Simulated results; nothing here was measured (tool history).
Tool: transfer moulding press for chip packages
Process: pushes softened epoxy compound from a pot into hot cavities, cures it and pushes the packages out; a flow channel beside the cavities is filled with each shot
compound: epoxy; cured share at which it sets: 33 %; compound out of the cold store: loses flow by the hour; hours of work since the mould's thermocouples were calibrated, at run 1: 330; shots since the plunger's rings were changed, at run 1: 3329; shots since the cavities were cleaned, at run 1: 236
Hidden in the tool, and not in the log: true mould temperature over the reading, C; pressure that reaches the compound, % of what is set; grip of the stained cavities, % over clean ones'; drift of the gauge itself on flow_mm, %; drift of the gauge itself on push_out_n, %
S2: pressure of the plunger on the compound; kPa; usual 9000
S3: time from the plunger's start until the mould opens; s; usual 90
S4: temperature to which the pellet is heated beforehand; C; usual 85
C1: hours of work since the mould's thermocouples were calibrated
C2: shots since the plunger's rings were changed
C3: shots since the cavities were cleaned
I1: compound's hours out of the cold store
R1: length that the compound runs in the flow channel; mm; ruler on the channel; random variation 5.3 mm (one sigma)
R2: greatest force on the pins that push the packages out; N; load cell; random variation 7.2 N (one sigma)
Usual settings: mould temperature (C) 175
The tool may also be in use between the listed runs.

run 1 hour=0.0 | mould_temperature_(C)=175 S2=9000 S3=90 S4=85 | C1=330 C2=3329 C3=236 | I1=19.8 | R1=606 R2=305
-- hour=26.7 cavities cleaned with cleaning compound and waxed
run 2 hour=35.1 | mould_temperature_(C)=175 S2=9000 S3=90 S4=85 | C1=346 C2=3678 C3=87 | I1=32.1 | R1=582 R2=311
-- hour=75.4 cavities cleaned with cleaning compound and waxed
run 3 hour=98.2 | mould_temperature_(C)=175 S2=9000 S3=90 S4=85 | C1=376 C2=4318 C3=237 | I1=12.5 | R1=623 R2=311
-- hour=124.0 cavities cleaned with cleaning compound and waxed
run 4 hour=142.2 | mould_temperature_(C)=175 S2=9000 S3=90 S4=85 | C1=396 C2=4760 C3=190 | I1=17.6 | R1=614 R2=322
-- hour=159.0 mould's thermocouples calibrated
-- hour=179.4 cavities cleaned with cleaning compound and waxed
run 5 hour=191.7 | mould_temperature_(C)=175 S2=10570 S3=90 S4=85 | C1=15 C2=5237 C3=127 | I1=16.0 | R1=678 R2=307
-- hour=228.8 cavities cleaned with cleaning compound and waxed
run 6 hour=249.0 | mould_temperature_(C)=175 S2=10570 S3=90 S4=85 | C1=42 C2=5816 C3=209 | I1=8.3 | R1=692 R2=326
-- hour=280.1 cavities cleaned with cleaning compound and waxed
run 7 hour=286.7 | mould_temperature_(C)=175 S2=9000 S3=90 S4=85 | C1=60 C2=6193 C3=69 | I1=30.2 | R1=585 R2=310
-- hour=293.6 plunger's sealing rings changed
-- hour=330.2 cavities cleaned with cleaning compound and waxed
run 8 hour=358.8 | mould_temperature_(C)=175 S2=9000 S3=90 S4=85 | C1=93 C2=661 C3=296 | I1=35.6 | R1=568 R2=315
-- hour=379.2 cavities cleaned with cleaning compound and waxed
run 9 hour=412.7 | mould_temperature_(C)=175 S2=9000 S3=90 S4=85 | C1=118 C2=1206 C3=348 | I1=20.1 | R1=596 R2=319
-- hour=428.0 cavities cleaned with cleaning compound and waxed
run 10 hour=465.8 | mould_temperature_(C)=175 S2=9000 S3=90 S4=85 | C1=143 C2=1741 C3=392 | I1=29.8 | R1=577 R2=309
-- hour=478.8 cavities cleaned with cleaning compound and waxed
run 11 hour=500.8 | mould_temperature_(C)=175 S2=9000 S3=90 S4=85 | C1=159 C2=2089 C3=228 | I1=47.0 | R1=544 R2=286
-- hour=526.7 cavities cleaned with cleaning compound and waxed
-- hour=574.5 cavities cleaned with cleaning compound and waxed
run 12 hour=574.5 | mould_temperature_(C)=179 S2=9000 S3=90 S4=85 | C1=194 C2=2823 C3=0 | I1=12.6 | R1=620 R2=252
-- hour=623.0 cavities cleaned with cleaning compound and waxed
run 13 hour=629.3 | mould_temperature_(C)=179 S2=9000 S3=90 S4=85 | C1=219 C2=3377 C3=65 | I1=26.4 | R1=587 R2=244
run 14 hour=662.1 | mould_temperature_(C)=175 S2=9000 S3=97 S4=85 | C1=235 C2=3718 C3=406 | I1=44.1 | R1=552 R2=274
-- hour=674.6 cavities cleaned with cleaning compound and waxed
-- hour=724.5 cavities cleaned with cleaning compound and waxed
run 15 hour=735.9 | mould_temperature_(C)=174 S2=9760 S3=118 S4=85 | C1=270 C2=4453 C3=118 | I1=42.5 | R1=578 R2=229
-- hour=775.4 cavities cleaned with cleaning compound and waxed
run 16 hour=804.1 | mould_temperature_(C)=168 S2=9000 S3=71 S4=85 | C1=302 C2=5145 C3=298 | I1=19.7 | R1=626 R2=929
-- hour=824.9 cavities cleaned with cleaning compound and waxed
run 17 hour=855.9 | mould_temperature_(C)=168 S2=7190 S3=71 S4=82 | C1=326 C2=5668 C3=322 | I1=11.6 | R1=586 R2=932
-- hour=876.0 cavities cleaned with cleaning compound and waxed
run 18 hour=897.0 | mould_temperature_(C)=168 S2=7190 S3=71 S4=82 | C1=345 C2=6079 C3=218 | I1=16.4 | R1=578 R2=913
-- hour=916.5 plunger's sealing rings changed
-- hour=928.5 cavities cleaned with cleaning compound and waxed
run 19 hour=932.7 | mould_temperature_(C)=175 S2=9000 S3=90 S4=81 | C1=361 C2=152 C3=44 | I1=45.2 | R1=560 R2=306
-- hour=979.7 cavities cleaned with cleaning compound and waxed
run 20 hour=993.4 | mould_temperature_(C)=175 S2=9000 S3=90 S4=81 | C1=389 C2=767 C3=143 | I1=24.5 | R1=610 R2=323
-- hour=1026.0 mould's thermocouples calibrated
-- hour=1033.4 cavities cleaned with cleaning compound and waxed
run 21 hour=1037.9 | mould_temperature_(C)=175 S2=9000 S3=90 S4=81 | C1=5 C2=1193 C3=47 | I1=16.9 | R1=615 R2=318

Hidden state at the last listed run before each entry between runs and at the first one after, where it differs:
Between runs 1 and 2: cavities cleaned with cleaning compound and waxed (hour 26.7)
  pressure that reaches the compound, % of what is set: 99.88 -> 99.87; grip of the stained cavities, % over clean ones': 0.7 -> 0.2
Between runs 2 and 3: cavities cleaned with cleaning compound and waxed (hour 75.4)
  pressure that reaches the compound, % of what is set: 99.87 -> 99.85; grip of the stained cavities, % over clean ones': 0.2 -> 0.6
Between runs 3 and 4: cavities cleaned with cleaning compound and waxed (hour 124.0)
  pressure that reaches the compound, % of what is set: 99.85 -> 99.84; grip of the stained cavities, % over clean ones': 0.6 -> 0.5
Between runs 4 and 5: mould's thermocouples calibrated (hour 159.0); cavities cleaned with cleaning compound and waxed (hour 179.4)
  pressure that reaches the compound, % of what is set: 99.84 -> 99.82; grip of the stained cavities, % over clean ones': 0.5 -> 0.4
Between runs 5 and 6: cavities cleaned with cleaning compound and waxed (hour 228.8)
  pressure that reaches the compound, % of what is set: 99.82 -> 99.8; grip of the stained cavities, % over clean ones': 0.4 -> 0.6
Between runs 6 and 7: cavities cleaned with cleaning compound and waxed (hour 280.1)
  pressure that reaches the compound, % of what is set: 99.8 -> 99.79; grip of the stained cavities, % over clean ones': 0.6 -> 0.3
Between runs 7 and 8: plunger's sealing rings changed (hour 293.6); cavities cleaned with cleaning compound and waxed (hour 330.2)
  pressure that reaches the compound, % of what is set: 99.79 -> 99.98; grip of the stained cavities, % over clean ones': 0.3 -> 0.8
Between runs 8 and 9: cavities cleaned with cleaning compound and waxed (hour 379.2)
  pressure that reaches the compound, % of what is set: 99.98 -> 99.96
Between runs 9 and 10: cavities cleaned with cleaning compound and waxed (hour 428.0)
  pressure that reaches the compound, % of what is set: 99.96 -> 99.94; grip of the stained cavities, % over clean ones': 0.8 -> 0.9
Between runs 10 and 11: cavities cleaned with cleaning compound and waxed (hour 478.8)
  pressure that reaches the compound, % of what is set: 99.94 -> 99.93; grip of the stained cavities, % over clean ones': 0.9 -> 0.6
Between runs 11 and 12: cavities cleaned with cleaning compound and waxed (hour 526.7); cavities cleaned with cleaning compound and waxed (hour 574.5)
  pressure that reaches the compound, % of what is set: 99.93 -> 99.9; grip of the stained cavities, % over clean ones': 0.6 -> 0
Between runs 12 and 13: cavities cleaned with cleaning compound and waxed (hour 623.0)
  pressure that reaches the compound, % of what is set: 99.9 -> 99.89; grip of the stained cavities, % over clean ones': 0 -> 0.2
Between runs 14 and 15: cavities cleaned with cleaning compound and waxed (hour 674.6); cavities cleaned with cleaning compound and waxed (hour 724.5)
  pressure that reaches the compound, % of what is set: 99.88 -> 99.85; grip of the stained cavities, % over clean ones': 0.9 -> 0.3
Between runs 15 and 16: cavities cleaned with cleaning compound and waxed (hour 775.4)
  pressure that reaches the compound, % of what is set: 99.85 -> 99.83; grip of the stained cavities, % over clean ones': 0.3 -> 0.7
Between runs 16 and 17: cavities cleaned with cleaning compound and waxed (hour 824.9)
  pressure that reaches the compound, % of what is set: 99.83 -> 99.81; grip of the stained cavities, % over clean ones': 0.7 -> 0.8
Between runs 17 and 18: cavities cleaned with cleaning compound and waxed (hour 876.0)
  pressure that reaches the compound, % of what is set: 99.81 -> 99.8; grip of the stained cavities, % over clean ones': 0.8 -> 0.5
Between runs 18 and 19: plunger's sealing rings changed (hour 916.5); cavities cleaned with cleaning compound and waxed (hour 928.5)
  pressure that reaches the compound, % of what is set: 99.8 -> 99.99; grip of the stained cavities, % over clean ones': 0.5 -> 0.2
Between runs 19 and 20: cavities cleaned with cleaning compound and waxed (hour 979.7)
  true mould temperature over the reading, C: 0 -> 0.01; pressure that reaches the compound, % of what is set: 99.99 -> 99.97; grip of the stained cavities, % over clean ones': 0.2 -> 0.4
Between runs 20 and 21: mould's thermocouples calibrated (hour 1026.0); cavities cleaned with cleaning compound and waxed (hour 1033.4)
  true mould temperature over the reading, C: 0.01 -> 0; pressure that reaches the compound, % of what is set: 99.97 -> 99.96; grip of the stained cavities, % over clean ones': 0.4 -> 0.2
